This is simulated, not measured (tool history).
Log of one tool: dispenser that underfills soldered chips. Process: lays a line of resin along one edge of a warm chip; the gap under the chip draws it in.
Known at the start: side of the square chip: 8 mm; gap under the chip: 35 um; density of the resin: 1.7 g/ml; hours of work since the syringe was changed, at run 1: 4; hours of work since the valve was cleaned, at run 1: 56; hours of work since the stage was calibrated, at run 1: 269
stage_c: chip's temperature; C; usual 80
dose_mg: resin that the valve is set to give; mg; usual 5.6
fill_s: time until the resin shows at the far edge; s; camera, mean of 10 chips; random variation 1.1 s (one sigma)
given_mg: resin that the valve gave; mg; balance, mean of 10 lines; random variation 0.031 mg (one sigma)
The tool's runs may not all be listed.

run,day,stage_c,dose_mg,hours of work since the syringe was changed,hours of work since the valve was cleaned,hours of work since the stage was calibrated,fill_s,given_mg
1,0,80,5.6,4,56,269,109.3,5.39
# day 0.146: new syringe of resin
2,0.283,80,5.6,3,61,274,106.9,5.37
# day 0.5: new syringe of resin
3,0.696,80,5.6,4,69,281,108.3,5.33
# day 0.871: new syringe of resin
4,1.138,80,5.6,5,77,289,115.9,5.31
# day 1.221: new syringe of resin
5,1.542,82,5.6,6,84,296,108.5,5.33
# day 1.592: new syringe of resin
6,1.775,82,5.6,3,88,301,98.1,5.25
# day 1.95: new syringe of resin
7,2.058,79,5.6,2,93,306,107.8,5.26
# day 2.296: new syringe of resin
# day 2.575: dispensing valve cleaned and set on the balance
8,2.575,80,5.6,4,0,314,108.5,5.59
# day 2.671: new syringe of resin
9,2.867,68,5.6,4,5,319,200.5,5.57
# day 3.012: new syringe of resin
10,3.208,68,5.6,4,11,326,195.5,5.58
# day 3.358: new syringe of resin
11,3.575,68,5.6,4,18,332,204.5,5.48
# day 3.721: new syringe of resin
12,3.817,80,5.6,2,22,336,100.7,5.48
# day 4.083: new syringe of resin
13,4.212,80,5.6,2,29,343,102.7,5.48
# day 4.429: new syringe of resin
14,4.45,80,5.6,0,33,348,94.9,5.45
# day 4.792: new syringe of resin
15,4.883,80,5.6,2,41,356,99.1,5.4
16,5.075,80,5.6,5,45,359,112.8,5.45
# day 5.154: new syringe of resin
17,5.308,80,5.6,3,49,363,104.4,5.42
# day 5.512: new syringe of resin
18,5.725,93,6.85,4,57,371,58,6.61
# day 5.854: new syringe of resin
19,6.058,76,6.05,4,63,377,127.4,5.76
# day 6.229: new syringe of resin
20,6.267,89,5.6,1,66,380,61.5,5.42
# day 6.571: new syringe of resin
21,6.75,89,5.6,3,75,389,67.5,5.3
# day 6.917: new syringe of resin
22,7.112,89,6.91,4,81,396,66.4,6.56
# day 7.271: new syringe of resin
23,7.417,94,5.76,3,87,401,52.5,5.49
# day 7.612: new syringe of resin
24,7.658,82,5.76,1,91,405,84.9,5.41
# day 7.967: new syringe of resin
25,8.017,66,4.86,1,98,412,209.2,4.46
26,8.217,84,7.14,5,101,415,87.8,6.73
# day 8.292: dispensing valve cleaned and set on the balance
# day 8.346: new syringe of resin
27,8.567,78,5.42,4,5,421,119.6,5.44
# day 8.683: new syringe of resin
28,9.004,69,6.58,6,13,429,194,6.53
# day 9.058: new syringe of resin
29,9.296,84,7.04,4,18,434,86.1,6.99
# day 9.412: new syringe of resin
30,9.629,84,7.04,4,24,440,83.3,6.87
# day 9.762: new syringe of resin
31,9.871,84,5.96,2,28,444,82.1,5.85
# day 10.096: new syringe of resin
32,10.275,84,5.96,3,36,452,83.6,5.84
# day 10.462: new syringe of resin
33,10.7,84,5.96,4,43,459,85.9,5.78
# day 10.812: new syringe of resin
34,11.096,74,6.65,5,50,466,145.2,6.48

Forecast each of these 3 alternatives for the next run:
# day 11.158: new syringe of resin
A,11.325,82,6.04,3,54,470,?,?
# day 11.158: new syringe of resin
B,11.325,80,4.92,3,54,470,?,?
# day 11.158: new syringe of resin
C,11.325,82,5.93,3,54,470,?,?

run,fill_s,given_mg
A,90.4,5.84
B,106.7,4.76
C,92.1,5.74
Without the tool's hidden state the same runs would have given:
run,fill_s,given_mg
A,92.6,6.05
B,108.9,4.93
C,94.4,5.94
